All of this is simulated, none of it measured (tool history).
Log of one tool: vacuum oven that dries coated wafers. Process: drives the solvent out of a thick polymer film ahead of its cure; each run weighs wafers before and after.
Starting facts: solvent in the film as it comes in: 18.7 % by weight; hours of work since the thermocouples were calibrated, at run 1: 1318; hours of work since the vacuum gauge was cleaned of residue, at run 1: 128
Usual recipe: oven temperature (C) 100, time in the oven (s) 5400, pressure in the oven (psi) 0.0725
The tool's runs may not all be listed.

run   hour  oven temperature (C)  time in the oven (s)  pressure in the oven (psi)  hours of work since the thermocouples were calibrated  hours of work since the vacuum gauge was cleaned of residue  solvent left in the film (%)
  1      0                   100                  5400                      0.0725                                                   1318                                                          128                          1.05
  2   12.3                   100                  5400                      0.0725                                                   1323                                                          133                          1.04
  3   21.9                   100                  5400                      0.0725                                                   1327                                                          137                          1.05
  4   28.3                   100                  3060                      0.0725                                                   1330                                                          140                          2.94
  5   36.4                   100                  2760                      0.0725                                                   1334                                                          144                           3.4
  6   43.8                   100                  5400                      0.0725                                                   1337                                                          147                          1.01
  7   53.6                   100                  5400                      0.0725                                                   1341                                                          151                          1.07
  8   65.1                   100                  5400                      0.0725                                                   1346                                                          156                          1.04
  9   74.1                   100                  5760                      0.0725                                                   1350                                                          160                          0.92
 10   81.5                   100                  5400                      0.0725                                                   1353                                                          163                          1.07
 11   86.6                   100                  5400                      0.0725                                                   1355                                                          165                          1.01
 12   94.6                   100                  5400                      0.0725                                                   1359                                                          169                          1.04
 13  106.4                   100                  5400                      0.0725                                                   1364                                                          174                          1.04
 14  117.6                   100                  5400                      0.0725                                                   1369                                                          179                          1.04
 15  124.2                   100                  5400                      0.0725                                                   1372                                                          182                          1.04
 16  130.3                   103                  5400                      0.0725                                                   1374                                                          184                          0.76
 17  138.2                   103                  3060                      0.0725                                                   1378                                                          188                          2.29
 18    144                   100                  5400                      0.0725                                                   1380                                                          190                          1.05
 19  154.3                   100                  3480                      0.0725                                                   1385                                                          195                           2.4
 20  164.8                   100                  3480                      0.0725                                                   1389                                                          199                          2.38
 21  172.3                   100                  3480                      0.0725                                                   1392                                                          202                          2.41

Expected results for the next run?
 22  180.5                   100                  7620                       0.122                                                   1396                                                          206                             ?

For run 22 the tool returned solvent left in the film (%) 0.84.
On a tool with no hidden condition, and with the same random variation, this run would have come out at solvent left in the film (%) 0.84.

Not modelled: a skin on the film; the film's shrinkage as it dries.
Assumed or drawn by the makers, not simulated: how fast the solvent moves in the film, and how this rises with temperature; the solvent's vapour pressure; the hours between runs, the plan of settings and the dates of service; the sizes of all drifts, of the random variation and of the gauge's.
